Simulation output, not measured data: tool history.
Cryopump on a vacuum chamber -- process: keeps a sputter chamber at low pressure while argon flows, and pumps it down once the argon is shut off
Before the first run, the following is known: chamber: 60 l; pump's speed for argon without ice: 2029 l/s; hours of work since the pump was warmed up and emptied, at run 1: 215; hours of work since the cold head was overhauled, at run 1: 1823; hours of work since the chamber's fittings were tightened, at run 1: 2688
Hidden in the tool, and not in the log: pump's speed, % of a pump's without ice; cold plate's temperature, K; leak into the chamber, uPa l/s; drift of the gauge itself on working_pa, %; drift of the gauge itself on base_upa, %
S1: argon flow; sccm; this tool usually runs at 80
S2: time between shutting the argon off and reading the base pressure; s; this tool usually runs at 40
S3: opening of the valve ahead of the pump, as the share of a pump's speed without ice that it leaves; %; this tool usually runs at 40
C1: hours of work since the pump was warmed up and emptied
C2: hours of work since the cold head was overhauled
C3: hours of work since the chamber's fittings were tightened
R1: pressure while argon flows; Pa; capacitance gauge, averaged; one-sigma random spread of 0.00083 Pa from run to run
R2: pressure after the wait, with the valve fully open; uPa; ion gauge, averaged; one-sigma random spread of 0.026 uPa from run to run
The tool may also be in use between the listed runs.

Run 1, hour 0: usual settings; C1 215; C2 1823; C3 2688. Result: R1 0.1794 Pa, R2 2.78 uPa.
Run 2, hour 75.4: usual settings; C1 271; C2 1880; C3 2744. Result: R1 0.1834 Pa, R2 2.97 uPa.
Run 3, hour 189.8: usual settings; C1 357; C2 1965; C3 2830. Result: R1 0.1866 Pa, R2 3 uPa.
Run 4, hour 244.5: usual settings; C1 398; C2 2006; C3 2871. Result: R1 0.1909 Pa, R2 3.05 uPa.
Run 5, hour 346: usual settings; C1 474; C2 2082; C3 2947. Result: R1 0.1965 Pa, R2 3.24 uPa.
At hour 357: pump warmed up, emptied and cooled again.
Run 6, hour 420.3: usual settings; C1 47; C2 2134; C3 2998. Result: R1 0.1696 Pa, R2 2.74 uPa.
Run 7, hour 510.1: usual settings but S1 156 sccm; C1 114; C2 2201; C3 3065. Result: R1 0.3378 Pa, R2 2.81 uPa.
Run 8, hour 607.6: usual settings but S1 156 sccm; C1 187; C2 2274; C3 3138. Result: R1 0.3438 Pa, R2 2.97 uPa.
At hour 664.9: leaking fittings of the chamber tightened, without venting.
Run 9, hour 728.6: usual settings but S1 156 sccm; C1 276; C2 2363; C3 48. Result: R1 0.3561 Pa, R2 1.23 uPa.
Run 10, hour 815.3: usual settings but S1 33 sccm; C1 341; C2 2427; C3 112. Result: R1 0.077 Pa, R2 1.27 uPa.
Run 11, hour 899.7: usual settings but S2 21 s; C1 404; C2 2491; C3 176. Result: R1 0.1896 Pa, R2 2.22 uPa.
Run 12, hour 960.9: usual settings; C1 450; C2 2536; C3 221. Result: R1 0.1923 Pa, R2 1.34 uPa.
At hour 1001.4: pump warmed up, emptied and cooled again.
Run 13, hour 1018.3: usual settings; C1 13; C2 2576; C3 261. Result: R1 0.1708 Pa, R2 1.3 uPa.
Run 14, hour 1081.8: usual settings but S1 92 sccm; C1 60; C2 2623; C3 308. Result: R1 0.1962 Pa, R2 1.29 uPa.
Run 15, hour 1191.2: usual settings but S2 92 s; C1 142; C2 2705; C3 390. Result: R1 0.1749 Pa, R2 0.81 uPa.
Run 16, hour 1301.3: usual settings; C1 224; C2 2787; C3 472. Result: R1 0.1802 Pa, R2 1.44 uPa.
Run 17, hour 1399: usual settings; C1 297; C2 2860; C3 545. Result: R1 0.1822 Pa, R2 1.56 uPa.
Run 18, hour 1467.9: usual settings; C1 349; C2 2912; C3 597. Result: R1 0.1853 Pa, R2 1.6 uPa.
Run 19, hour 1564.6: usual settings but S2 120 s, S3 28 %; C1 421; C2 2984; C3 669. Result: R1 0.26 Pa, R2 1 uPa.
Run 20, hour 1629.9: usual settings but S1 75 sccm, S2 25 s, S3 16 %; C1 470; C2 3033; C3 718. Result: R1 0.4158 Pa, R2 2.33 uPa.
At hour 1647: pump warmed up, emptied and cooled again.
Run 21, hour 1742.8: usual settings but S1 75 sccm, S2 25 s, S3 16 %; C1 72; C2 3113; C3 798. Result: R1 0.3977 Pa, R2 2.21 uPa.
Run 22, hour 1811.6: usual settings but S1 136 sccm, S2 48 s, S3 25 %; C1 123; C2 3165; C3 850. Result: R1 0.4673 Pa, R2 1.46 uPa.
Run 23, hour 1910.3: usual settings but S1 136 sccm, S2 48 s, S3 25 %; C1 197; C2 3239; C3 924. Result: R1 0.4666 Pa, R2 1.57 uPa.
Run 24, hour 1970.4: usual settings but S1 67 sccm, S2 85 s; C1 242; C2 3284; C3 969. Result: R1 0.152 Pa, R2 1.24 uPa.
Run 25, hour 2043.9: usual settings but S1 124 sccm, S2 178 s; C1 297; C2 3338; C3 1023. Result: R1 0.2833 Pa, R2 0.99 uPa.
Run 26, hour 2153.5: usual settings but S1 124 sccm, S2 241 s, S3 50 %; C1 379; C2 3420; C3 1105. Result: R1 0.2391 Pa, R2 1.1 uPa.
Run 27, hour 2205.7: usual settings but S1 66 sccm; C1 418; C2 3459; C3 1144. Result: R1 0.1555 Pa, R2 2 uPa.
At hour 2289.9: pump warmed up, emptied and cooled again.
Run 28, hour 2289.9: usual settings but S1 55 sccm, S3 22 %; C1 0; C2 3519; C3 1204. Result: R1 0.2084 Pa, R2 1.79 uPa.
Run 29, hour 2409.5: usual settings but S1 93 sccm, S2 53 s, S3 39 %; C1 89; C2 3608; C3 1293. Result: R1 0.2069 Pa, R2 1.63 uPa.
Run 30, hour 2486.9: usual settings but S1 93 sccm, S2 21 s, S3 26 %; C1 147; C2 3666; C3 1351. Result: R1 0.3077 Pa, R2 2.89 uPa.
Run 31, hour 2540.1: usual settings but S1 106 sccm, S2 21 s, S3 16 %; C1 187; C2 3706; C3 1391. Result: R1 0.5679 Pa, R2 2.84 uPa.
Run 32, hour 2651.4: usual settings but S1 88 sccm, S2 95 s, S3 19 %; C1 270; C2 3789; C3 1474. Result: R1 0.402 Pa, R2 1.49 uPa.
Run 33, hour 2733.9: usual settings but S1 85 sccm, S2 98 s, S3 20 %; C1 332; C2 3851; C3 1536. Result: R1 0.3745 Pa, R2 1.61 uPa.
Run 34, hour 2787.4: usual settings but S1 85 sccm, S2 98 s, S3 20 %; C1 372; C2 3891; C3 1576. Result: R1 0.3755 Pa, R2 1.67 uPa.

Forecast each of these 3 alternatives for the next run:
Run A, hour 2906.4: usual settings but S1 55 sccm, S2 98 s, S3 20 %; C1 461; C2 3980; C3 1665. Result: R1 ?, R2 ?.
Run B, hour 2906.4: usual settings but S3 20 %; C1 461; C2 3980; C3 1665. Result: R1 ?, R2 ?.
Run C, hour 2906.4: usual settings but S1 92 sccm, S2 52 s, S3 20 %; C1 461; C2 3980; C3 1665. Result: R1 ?, R2 ?.

run      R1    R2
  A   0.248  1.83
  B  0.3598   2.4
  C  0.4135  2.13
Take away the tool's hidden state, keep each run's random variation, and the runs would have read:
run      R1    R2
  A  0.2284   0.6
  B  0.3314  1.14
  C  0.3808  0.89

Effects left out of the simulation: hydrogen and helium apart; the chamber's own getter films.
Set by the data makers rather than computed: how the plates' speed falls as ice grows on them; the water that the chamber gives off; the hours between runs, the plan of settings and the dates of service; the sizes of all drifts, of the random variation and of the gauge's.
